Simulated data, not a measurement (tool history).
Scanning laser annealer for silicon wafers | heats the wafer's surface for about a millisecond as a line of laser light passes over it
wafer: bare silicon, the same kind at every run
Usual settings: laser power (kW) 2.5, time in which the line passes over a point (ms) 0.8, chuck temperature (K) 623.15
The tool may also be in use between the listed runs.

run	day	laser power (kW)	time in which the line passes over a point (ms)	chuck temperature (K)	highest temperature of the surface (K)
1	0	2.5	0.8	623.15	1389.15
2	2.358	2.5	0.8	623.15	1390.15
3	4.55	2.5	0.8	623.15	1389.15
4	6.975	2.5	0.8	623.15	1379.15
5	8.575	2.5	0.8	623.15	1377.15
# day 9.833: window over the wafer cleaned
6	11.958	2.5	0.8	638.15	1424.15
7	13.967	2.5	0.8	599.15	1383.15
8	16.608	2.5	0.8	599.15	1379.15
9	19.192	2.5	0.8	599.15	1374.15
10	22.017	2.5	0.8	599.15	1371.15
11	24.525	2.5	0.8	599.15	1367.15
12	26.975	2.5	0.8	599.15	1361.15
13	29.292	2.5	0.8	599.15	1354.15
14	30.821	2.5	0.8	623.15	1377.15
15	34.025	2.5	0.8	623.15	1377.15
16	36.479	2.5	0.8	623.15	1373.15
# day 38.412: window over the wafer cleaned
17	39.283	2.5	0.8	623.15	1405.15
18	41.783	2.5	0.8	623.15	1401.15
19	44.067	2.5	0.8	623.15	1396.15
20	45.942	2.5	0.8	623.15	1395.15
21	48.317	2.239	0.8	661.15	1333.15
22	50.079	2.239	0.8	661.15	1334.15
23	52.642	2.322	0.741	592.15	1263.15
24	54.133	2.713	0.86	655.15	1520.15
25	55.717	2.713	0.86	655.15	1516.15
# day 56.15: laser's power meter calibrated
26	59.088	2.713	0.86	655.15	1499.15
27	62.479	2.713	0.943	640.15	1514.15
28	65.779	2.713	0.943	640.15	1507.15
# day 67.133: window over the wafer cleaned
29	68.404	2.713	0.943	640.15	1553.15
30	70.042	2.713	0.943	640.15	1550.15
31	71.942	2.713	0.943	640.15	1542.15
# day 73.825: laser's power meter calibrated, once more
32	74.946	2.713	0.943	640.15	1575.15
33	77.438	2.452	0.943	640.15	1465.15
34	79.346	2.496	0.957	623.15	1466.15
35	81.083	2.496	0.957	623.15	1466.15
36	84.058	2.496	0.671	648.15	1355.15
37	85.512	2.334	0.764	583.15	1279.15
38	88.504	2.5	0.642	623.15	1316.15
39	90.404	2.389	0.8	623.15	1345.15
40	92.025	2.389	0.8	623.15	1341.15

3 ways to go on from here, each from the tool as it stands after run 40. What would each give?
A	93.425	2.379	0.8	623.15	?
B	93.425	2.486	0.8	623.15	?
C	93.425	2.609	0.833	586.15	?

run	highest temperature of the surface (K)
A	1341.15
B	1377.15
C	1398.15
Without the tool's hidden state the same runs would have given:
run	highest temperature of the surface (K)
A	1388.15
B	1427.15
C	1452.15
